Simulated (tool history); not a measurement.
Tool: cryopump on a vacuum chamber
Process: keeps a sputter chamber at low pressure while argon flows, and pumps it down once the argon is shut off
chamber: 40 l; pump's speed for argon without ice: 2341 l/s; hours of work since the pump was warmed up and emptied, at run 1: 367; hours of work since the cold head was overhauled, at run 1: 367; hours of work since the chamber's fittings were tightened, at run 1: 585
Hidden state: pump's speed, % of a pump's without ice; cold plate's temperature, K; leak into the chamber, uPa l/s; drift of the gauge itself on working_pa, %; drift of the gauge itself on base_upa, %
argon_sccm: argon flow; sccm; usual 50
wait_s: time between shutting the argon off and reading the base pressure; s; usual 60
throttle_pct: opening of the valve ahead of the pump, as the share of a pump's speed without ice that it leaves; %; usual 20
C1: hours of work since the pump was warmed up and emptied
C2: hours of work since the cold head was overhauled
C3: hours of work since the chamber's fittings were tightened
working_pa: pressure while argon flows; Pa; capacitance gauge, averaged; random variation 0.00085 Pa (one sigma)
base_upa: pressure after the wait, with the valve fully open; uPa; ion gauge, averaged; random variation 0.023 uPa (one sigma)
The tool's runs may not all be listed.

Run 1, hour 0.0: usual settings; C1 367; C2 367; C3 585. Result: working_pa 0.1822 Pa, base_upa 1.54 uPa.
Run 2, hour 23.0: usual settings; C1 379; C2 379; C3 597. Result: working_pa 0.1832 Pa, base_upa 1.57 uPa.
Run 3, hour 68.1: usual settings; C1 403; C2 403; C3 621. Result: working_pa 0.1840 Pa, base_upa 1.58 uPa.
Run 4, hour 89.1: usual settings; C1 414; C2 414; C3 632. Result: working_pa 0.1836 Pa, base_upa 1.60 uPa.
Run 5, hour 124.0: usual settings; C1 432; C2 432; C3 650. Result: working_pa 0.1844 Pa, base_upa 1.66 uPa.
Run 6, hour 150.4: usual settings; C1 446; C2 446; C3 664. Result: working_pa 0.1842 Pa, base_upa 1.68 uPa.
Run 7, hour 201.6: usual settings; C1 473; C2 473; C3 691. Result: working_pa 0.1835 Pa, base_upa 1.73 uPa.
Run 8, hour 245.3: usual settings; C1 496; C2 496; C3 714. Result: working_pa 0.1826 Pa, base_upa 1.74 uPa.
Run 9, hour 269.8: usual settings; C1 508; C2 508; C3 727. Result: working_pa 0.1829 Pa, base_upa 1.79 uPa.
Run 10, hour 312.3: usual settings; C1 531; C2 531; C3 749. Result: working_pa 0.1831 Pa, base_upa 1.79 uPa.
Run 11, hour 334.5: usual settings; C1 542; C2 542; C3 761. Result: working_pa 0.1846 Pa, base_upa 1.78 uPa.
Run 12, hour 359.2: usual settings; C1 555; C2 555; C3 773. Result: working_pa 0.1847 Pa, base_upa 1.80 uPa.
Run 13, hour 407.0: usual settings but wait_s 284 s; C1 580; C2 580; C3 798. Result: working_pa 0.1844 Pa, base_upa 1.39 uPa.
Run 14, hour 442.8: usual settings but argon_sccm 80 sccm, wait_s 284 s; C1 599; C2 599; C3 817. Result: working_pa 0.2953 Pa, base_upa 1.41 uPa.
Run 15, hour 489.6: usual settings but argon_sccm 80 sccm, wait_s 284 s; C1 624; C2 624; C3 842. Result: working_pa 0.2956 Pa, base_upa 1.50 uPa.
Run 16, hour 514.8: usual settings but argon_sccm 42 sccm, wait_s 45 s, throttle_pct 24 %; C1 637; C2 637; C3 855. Result: working_pa 0.1302 Pa, base_upa 2.19 uPa.
Run 17, hour 539.0: usual settings but argon_sccm 54 sccm, wait_s 117 s, throttle_pct 19 %; C1 650; C2 650; C3 868. Result: working_pa 0.2112 Pa, base_upa 1.71 uPa.
Run 18, hour 574.5: usual settings but argon_sccm 33 sccm, throttle_pct 40 %; C1 668; C2 668; C3 886. Result: working_pa 0.0629 Pa, base_upa 2.03 uPa.
Run 19, hour 600.7: usual settings but argon_sccm 21 sccm, wait_s 283 s, throttle_pct 24 %; C1 682; C2 682; C3 900. Result: working_pa 0.0660 Pa, base_upa 1.55 uPa.
Run 20, hour 644.9: usual settings but argon_sccm 21 sccm, wait_s 283 s, throttle_pct 24 %; C1 705; C2 705; C3 923. Result: working_pa 0.0651 Pa, base_upa 1.64 uPa.
Run 21, hour 669.7: usual settings but wait_s 94 s; C1 718; C2 718; C3 936. Result: working_pa 0.1855 Pa, base_upa 1.94 uPa.
Run 22, hour 714.7: usual settings but wait_s 24 s, throttle_pct 51 %; C1 742; C2 742; C3 960. Result: working_pa 0.0758 Pa, base_upa 3.02 uPa.
Run 23, hour 747.9: usual settings but argon_sccm 95 sccm, wait_s 56 s, throttle_pct 51 %; C1 759; C2 759; C3 977. Result: working_pa 0.1439 Pa, base_upa 2.14 uPa.
Run 24, hour 797.1: usual settings but argon_sccm 21 sccm, throttle_pct 28 %; C1 785; C2 785; C3 1003. Result: working_pa 0.0558 Pa, base_upa 2.19 uPa.
Run 25, hour 823.9: usual settings but argon_sccm 55 sccm, wait_s 121 s, throttle_pct 24 %; C1 799; C2 799; C3 1017. Result: working_pa 0.1708 Pa, base_upa 2.00 uPa.
Run 26, hour 862.2: usual settings but argon_sccm 55 sccm, wait_s 121 s, throttle_pct 24 %; C1 819; C2 819; C3 1037. Result: working_pa 0.1715 Pa, base_upa 2.04 uPa.

Forecast each of these 4 alternatives for the next run:
Run A, hour 886.2: usual settings but wait_s 165 s, throttle_pct 30 %; C1 832; C2 832; C3 1050. Result: working_pa ?, base_upa ?.
Run B, hour 886.2: usual settings but argon_sccm 34 sccm, wait_s 121 s, throttle_pct 23 %; C1 832; C2 832; C3 1050. Result: working_pa ?, base_upa ?.
Run C, hour 886.2: usual settings but argon_sccm 85 sccm; C1 832; C2 832; C3 1050. Result: working_pa ?, base_upa ?.
Run D, hour 886.2: usual settings but argon_sccm 31 sccm, wait_s 147 s, throttle_pct 17 %; C1 832; C2 832; C3 1050. Result: working_pa ?, base_upa ?.

run  working_pa  base_upa
  A      0.1258      1.92
  B      0.1108      2.00
  C      0.3161      2.38
  D      0.1347      1.92
Without the tool's hidden state the same runs would have given:
run  working_pa  base_upa
  A      0.1203      0.32
  B      0.1071      0.42
  C      0.3067      0.74
  D      0.1313      0.33
